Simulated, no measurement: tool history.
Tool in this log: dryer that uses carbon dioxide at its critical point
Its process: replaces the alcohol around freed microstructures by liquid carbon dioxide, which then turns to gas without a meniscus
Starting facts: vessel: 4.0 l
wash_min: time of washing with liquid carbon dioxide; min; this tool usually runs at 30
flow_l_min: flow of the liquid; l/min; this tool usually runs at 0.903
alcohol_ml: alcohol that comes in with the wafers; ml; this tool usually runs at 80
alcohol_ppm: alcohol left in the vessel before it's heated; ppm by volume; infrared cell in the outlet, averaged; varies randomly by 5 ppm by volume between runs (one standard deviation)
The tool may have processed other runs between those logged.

run    day  wash_min  flow_l_min  alcohol_ml  alcohol_ppm
  1      0        30       0.903          80           40
  2    0.9        30       0.903          80           52
  3  1.658        30       0.903          48           47
  4  2.604        30       0.903          80           51
  5  3.112        30       0.903          80           40
  6  3.971        25       0.903          80          101
  7  4.958        20       0.787          97          568
  8  5.608        20       0.787          97          573
  9  6.321        24       1.195          50           30
 10  6.921        30       0.903          78           52
 11  7.892        30       0.559          77          358
 12  8.842        42       0.903          61           19

Predict each of these 4 candidate next runs independently; none follows another, all start after run 12:
  A  9.592        31       0.725          61            ?
  B  9.592        42       0.662          21            ?
  C  9.592        20       0.649          59            ?
  D  9.592        30       1.491          97            ?

run  alcohol_ppm
  A           90
  B           36
  C          688
  D           23
Had the tool no hidden state, the same runs would have come out as:
run  alcohol_ppm
  A           62
  B           16
  C          610
  D            5
